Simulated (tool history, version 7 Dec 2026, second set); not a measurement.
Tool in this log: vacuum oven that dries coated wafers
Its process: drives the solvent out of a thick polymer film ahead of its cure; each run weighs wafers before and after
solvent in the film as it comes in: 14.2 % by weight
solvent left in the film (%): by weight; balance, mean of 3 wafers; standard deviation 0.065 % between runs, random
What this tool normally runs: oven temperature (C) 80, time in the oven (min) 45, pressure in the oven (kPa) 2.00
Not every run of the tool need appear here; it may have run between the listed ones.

{"run": 1, "hour": 0.0, "oven temperature (C)": 80, "time in the oven (min)": 45, "pressure in the oven (kPa)": 2.0, "solvent left in the film (%)": 4.04}
{"run": 2, "hour": 10.2, "oven temperature (C)": 80, "time in the oven (min)": 45, "pressure in the oven (kPa)": 4.38, "solvent left in the film (%)": 7.17}
{"run": 3, "hour": 26.2, "oven temperature (C)": 80, "time in the oven (min)": 45, "pressure in the oven (kPa)": 2.0, "solvent left in the film (%)": 4.08}
{"run": 4, "hour": 42.8, "oven temperature (C)": 80, "time in the oven (min)": 45, "pressure in the oven (kPa)": 2.0, "solvent left in the film (%)": 4.12}
{"run": 5, "hour": 57.5, "oven temperature (C)": 80, "time in the oven (min)": 69, "pressure in the oven (kPa)": 2.0, "solvent left in the film (%)": 3.35}
{"run": 6, "hour": 74.4, "oven temperature (C)": 80, "time in the oven (min)": 69, "pressure in the oven (kPa)": 2.0, "solvent left in the film (%)": 3.32}
{"run": 7, "hour": 89.8, "oven temperature (C)": 80, "time in the oven (min)": 45, "pressure in the oven (kPa)": 2.0, "solvent left in the film (%)": 4.01}
{"run": 8, "hour": 106.7, "oven temperature (C)": 80, "time in the oven (min)": 45, "pressure in the oven (kPa)": 2.0, "solvent left in the film (%)": 4.0}
{"run": 9, "hour": 121.3, "oven temperature (C)": 80, "time in the oven (min)": 45, "pressure in the oven (kPa)": 2.0, "solvent left in the film (%)": 4.03}
{"run": 10, "hour": 134.1, "oven temperature (C)": 80, "time in the oven (min)": 45, "pressure in the oven (kPa)": 2.0, "solvent left in the film (%)": 4.02}
{"run": 11, "hour": 145.6, "oven temperature (C)": 80, "time in the oven (min)": 24, "pressure in the oven (kPa)": 2.0, "solvent left in the film (%)": 5.83}
{"run": 12, "hour": 164.3, "oven temperature (C)": 88, "time in the oven (min)": 74, "pressure in the oven (kPa)": 4.51, "solvent left in the film (%)": 5.0}
{"run": 13, "hour": 176.6, "oven temperature (C)": 80, "time in the oven (min)": 27, "pressure in the oven (kPa)": 2.13, "solvent left in the film (%)": 5.53}
{"run": 14, "hour": 192.9, "oven temperature (C)": 81, "time in the oven (min)": 78, "pressure in the oven (kPa)": 2.11, "solvent left in the film (%)": 3.32}
{"run": 15, "hour": 204.2, "oven temperature (C)": 84, "time in the oven (min)": 25, "pressure in the oven (kPa)": 5.98, "solvent left in the film (%)": 8.55}
{"run": 16, "hour": 215.4, "oven temperature (C)": 91, "time in the oven (min)": 39, "pressure in the oven (kPa)": 5.07, "solvent left in the film (%)": 5.26}
{"run": 17, "hour": 227.6, "oven temperature (C)": 72, "time in the oven (min)": 79, "pressure in the oven (kPa)": 2.0, "solvent left in the film (%)": 5.0}
{"run": 18, "hour": 242.5, "oven temperature (C)": 72, "time in the oven (min)": 79, "pressure in the oven (kPa)": 2.0, "solvent left in the film (%)": 4.94}
{"run": 19, "hour": 256.6, "oven temperature (C)": 76, "time in the oven (min)": 34, "pressure in the oven (kPa)": 4.84, "solvent left in the film (%)": 9.62}
{"run": 20, "hour": 267.5, "oven temperature (C)": 76, "time in the oven (min)": 34, "pressure in the oven (kPa)": 4.84, "solvent left in the film (%)": 9.84}

Forecast each of these 5 alternatives for the next run:
{"run": "A", "hour": 282.0, "oven temperature (C)": 84, "time in the oven (min)": 78, "pressure in the oven (kPa)": 5.47, "solvent left in the film (%)": "?"}
{"run": "B", "hour": 282.0, "oven temperature (C)": 77, "time in the oven (min)": 32, "pressure in the oven (kPa)": 2.75, "solvent left in the film (%)": "?"}
{"run": "C", "hour": 282.0, "oven temperature (C)": 90, "time in the oven (min)": 34, "pressure in the oven (kPa)": 4.84, "solvent left in the film (%)": "?"}
{"run": "D", "hour": 282.0, "oven temperature (C)": 76, "time in the oven (min)": 34, "pressure in the oven (kPa)": 1.61, "solvent left in the film (%)": "?"}
{"run": "E", "hour": 282.0, "oven temperature (C)": 69, "time in the oven (min)": 31, "pressure in the oven (kPa)": 2.0, "solvent left in the film (%)": "?"}

run=A solvent_left_in_the_film_(%)=6.95
run=B solvent_left_in_the_film_(%)=6.61
run=C solvent_left_in_the_film_(%)=5.36
run=D solvent_left_in_the_film_(%)=5.24
run=E solvent_left_in_the_film_(%)=8.24
What these runs would have given with no unlogged condition in the tool:
run=A solvent_left_in_the_film_(%)=7.04
run=B solvent_left_in_the_film_(%)=6.71
run=C solvent_left_in_the_film_(%)=5.45
run=D solvent_left_in_the_film_(%)=5.31
run=E solvent_left_in_the_film_(%)=8.32
